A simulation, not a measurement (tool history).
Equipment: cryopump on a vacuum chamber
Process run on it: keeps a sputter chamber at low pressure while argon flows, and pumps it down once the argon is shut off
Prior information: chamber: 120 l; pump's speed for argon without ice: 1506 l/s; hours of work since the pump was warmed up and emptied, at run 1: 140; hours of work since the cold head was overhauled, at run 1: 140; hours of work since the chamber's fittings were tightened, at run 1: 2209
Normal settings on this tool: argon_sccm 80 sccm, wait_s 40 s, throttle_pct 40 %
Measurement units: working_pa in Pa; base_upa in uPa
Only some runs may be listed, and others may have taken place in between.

| run | hour | argon_sccm | wait_s | throttle_pct | hours of work since the pump was warmed up and emptied | hours of work since the cold head was overhauled | hours of work since the chamber's fittings were tightened | working_pa | base_upa |
|---|---|---|---|---|---|---|---|---|---|
| 1 | 0 | 80 | 40 | 40 | 140 | 140 | 2209 | 0.2267 | 3.1 |
| 2 | 26.1 | 80 | 40 | 40 | 160 | 160 | 2230 | 0.2309 | 3.13 |
| 3 | 63.4 | 158 | 40 | 40 | 190 | 190 | 2259 | 0.46 | 3.19 |
| 4 | 82.9 | 158 | 40 | 40 | 206 | 206 | 2275 | 0.4559 | 3.15 |
| 5 | 116.8 | 158 | 40 | 40 | 233 | 233 | 2302 | 0.4574 | 3.33 |
| 6 | 148.7 | 80 | 86 | 40 | 258 | 258 | 2327 | 0.2328 | 2.24 |
| 7 | 180.1 | 80 | 86 | 40 | 283 | 283 | 2352 | 0.2323 | 2.26 |
| 8 | 204.5 | 80 | 40 | 40 | 302 | 302 | 2372 | 0.2347 | 3.32 |
| 9 | 224.7 | 80 | 40 | 40 | 318 | 318 | 2388 | 0.2369 | 3.25 |
| 10 | 261.4 | 80 | 40 | 40 | 348 | 348 | 2417 | 0.236 | 3.29 |
| 11 | 293.2 | 48 | 21 | 44 | 373 | 373 | 2442 | 0.1303 | 4.95 |
| 12 | 323.7 | 53 | 97 | 58 | 397 | 397 | 2466 | 0.1127 | 2.35 |
|  | 332.8 | leaking fittings of the chamber tightened, without venting |
| 13 | 342 | 60 | 95 | 39 | 410 | 410 | 7 | 0.1831 | 0.99 |
| 14 | 380.4 | 60 | 95 | 39 | 441 | 441 | 38 | 0.1852 | 1.05 |
| 15 | 407.6 | 158 | 61 | 39 | 462 | 462 | 60 | 0.4877 | 1.42 |
| 16 | 439.9 | 80 | 40 | 27 | 488 | 488 | 85 | 0.348 | 2.12 |
| 17 | 476.9 | 150 | 40 | 48 | 518 | 518 | 115 | 0.3835 | 2.19 |

Below are 3 alternative next runs, each starting from the tool's condition after run 17. Predict each:
| A | 507.1 | 129 | 40 | 40 | 542 | 542 | 139 | ? | ? |
| B | 507.1 | 150 | 161 | 48 | 542 | 542 | 139 | ? | ? |
| C | 507.1 | 39 | 25 | 23 | 542 | 542 | 139 | ? | ? |

| run | working_pa | base_upa |
|---|---|---|
| A | 0.393 | 2.16 |
| B | 0.3858 | 0.75 |
| C | 0.1986 | 3.19 |
Take away the tool's hidden state, keep each run's random variation, and the runs would have read:
| run | working_pa | base_upa |
|---|---|---|
| A | 0.3625 | 2.03 |
| B | 0.3505 | 0.62 |
| C | 0.1895 | 3.06 |

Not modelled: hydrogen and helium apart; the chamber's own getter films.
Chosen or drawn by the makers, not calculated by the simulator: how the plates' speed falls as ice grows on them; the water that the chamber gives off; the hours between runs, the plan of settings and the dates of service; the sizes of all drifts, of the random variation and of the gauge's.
